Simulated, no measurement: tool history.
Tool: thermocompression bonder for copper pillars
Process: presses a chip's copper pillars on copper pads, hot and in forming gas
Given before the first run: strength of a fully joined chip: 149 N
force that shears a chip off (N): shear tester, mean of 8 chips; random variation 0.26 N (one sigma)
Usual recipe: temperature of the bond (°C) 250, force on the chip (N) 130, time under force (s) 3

run,hour,temperature of the bond (°C),force on the chip (N),time under force (s),force that shears a chip off (N)
1,0.0,250,130,3,90.5
2,13.0,250,130,3,89.7
3,20.5,250,84,3,75.9
4,34.3,250,84,3,75.7
5,43.1,250,84,3,75.8
6,56.2,250,130,3,89.1
7,62.8,250,130,3,90.1
8,72.0,232,88,4,70.9
9,86.5,232,79,3,60.8
10,98.6,251,183,2,90.2
11,108.6,254,92,4,89.1
12,118.4,254,92,7,102.9
13,128.3,231,130,2,64.9

Predict each of these 3 candidate next runs independently; none follows another, all start after run 13:
A,136.2,228,141,5,?
B,136.2,240,130,5,?
C,136.2,274,186,7,?

run,force that shears a chip off (N)
A,88.0
B,95.2
C,132.0
Had the tool no hidden state, the same runs would have come out as:
run,force that shears a chip off (N)
A,88.1
B,95.7
C,135.6
